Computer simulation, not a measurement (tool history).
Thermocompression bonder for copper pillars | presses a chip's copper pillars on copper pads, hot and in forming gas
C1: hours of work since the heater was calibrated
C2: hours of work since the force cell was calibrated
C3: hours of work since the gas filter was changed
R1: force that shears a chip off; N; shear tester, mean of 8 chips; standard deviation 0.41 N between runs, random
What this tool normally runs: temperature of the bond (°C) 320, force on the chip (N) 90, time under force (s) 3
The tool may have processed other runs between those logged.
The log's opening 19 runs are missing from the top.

Run 20, day 33.033: usual settings but temperature of the bond (°C) 343, time under force (s) 5; C1 1055; C2 203; C3 52. Result: R1 75.4 N.
Run 21, day 34.225: usual settings but temperature of the bond (°C) 324, force on the chip (N) 114, time under force (s) 4; C1 1075; C2 223; C3 72. Result: R1 68.4 N.
Run 22, day 35.733: usual settings but temperature of the bond (°C) 305, force on the chip (N) 114; C1 1101; C2 249; C3 98. Result: R1 53.7 N.
At day 37.417: forming gas filter changed.
Run 23, day 38.004: usual settings but force on the chip (N) 130, time under force (s) 2; C1 1139; C2 288; C3 10. Result: R1 57.3 N.
Run 24, day 40.321: usual settings but temperature of the bond (°C) 338, time under force (s) 5; C1 1179; C2 327; C3 50. Result: R1 73.6 N.
Run 25, day 41.975: usual settings but temperature of the bond (°C) 311; C1 1207; C2 356; C3 78. Result: R1 50.6 N.
At day 42.900: heater calibrated with a thermocouple chip.
Run 26, day 43.579: usual settings but temperature of the bond (°C) 311; C1 12; C2 382; C3 104. Result: R1 47.2 N.
At day 44.871: forming gas filter changed.
Run 27, day 45.008: usual settings but temperature of the bond (°C) 291, force on the chip (N) 57, time under force (s) 5; C1 36; C2 406; C3 2. Result: R1 38.6 N.
Run 28, day 47.208: usual settings but temperature of the bond (°C) 313, force on the chip (N) 97, time under force (s) 5; C1 73; C2 443; C3 40. Result: R1 60.5 N.

Forecast run 29:
Run 29, day 48.688: usual settings but temperature of the bond (°C) 313, force on the chip (N) 97, time under force (s) 5; C1 99; C2 469; C3 65. Result: R1 ?.

{"run 29": {"R1": 60.6}}
With no hidden state in the tool, this same run would have given R1 61.9 N.
